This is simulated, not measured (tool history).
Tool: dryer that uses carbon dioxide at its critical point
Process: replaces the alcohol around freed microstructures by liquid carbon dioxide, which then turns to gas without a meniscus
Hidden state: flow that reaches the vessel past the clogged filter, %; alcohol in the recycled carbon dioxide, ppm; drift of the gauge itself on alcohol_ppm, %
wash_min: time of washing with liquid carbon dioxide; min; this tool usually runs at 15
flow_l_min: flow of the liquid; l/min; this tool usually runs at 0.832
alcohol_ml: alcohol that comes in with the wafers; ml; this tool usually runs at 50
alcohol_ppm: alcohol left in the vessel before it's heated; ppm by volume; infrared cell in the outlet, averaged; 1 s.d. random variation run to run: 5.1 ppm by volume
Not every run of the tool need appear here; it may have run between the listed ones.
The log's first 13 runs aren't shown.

run   hour  wash_min  flow_l_min  alcohol_ml  hours of work since the filter was changed  hours of work since the purifier's bed was changed  alcohol_ppm
 14  288.2        15       0.832          58                                         172                                                 170          103
 15    307        15       0.832          58                                         177                                                 175          101
 16  335.9        15       0.832          50                                         186                                                 184           87
 17  350.4        15       0.832          50                                         191                                                 189           91
 18  367.6        18       1.077          69                                         196                                                 194            2
 19  394.9        10       0.832          61                                         204                                                 202          685
 20  414.6        24       0.832          50                                         211                                                 208            9
 21    441        24       0.832          50                                         219                                                 216           19
 22  468.7        15       0.554          32                                         227                                                 225          426
 23  490.2        15       0.522          30                                         234                                                 232          503
 24  514.6        21       0.738          42                                         241                                                 239           35

What does the tool deliver on the next run?
 25  537.7        21       0.738          42                                         248                                                 246            ?

{"run 25": {"alcohol_ppm": 31}}
The same run, on a tool lacking any hidden state, would have yielded alcohol_ppm 15 ppm by volume.
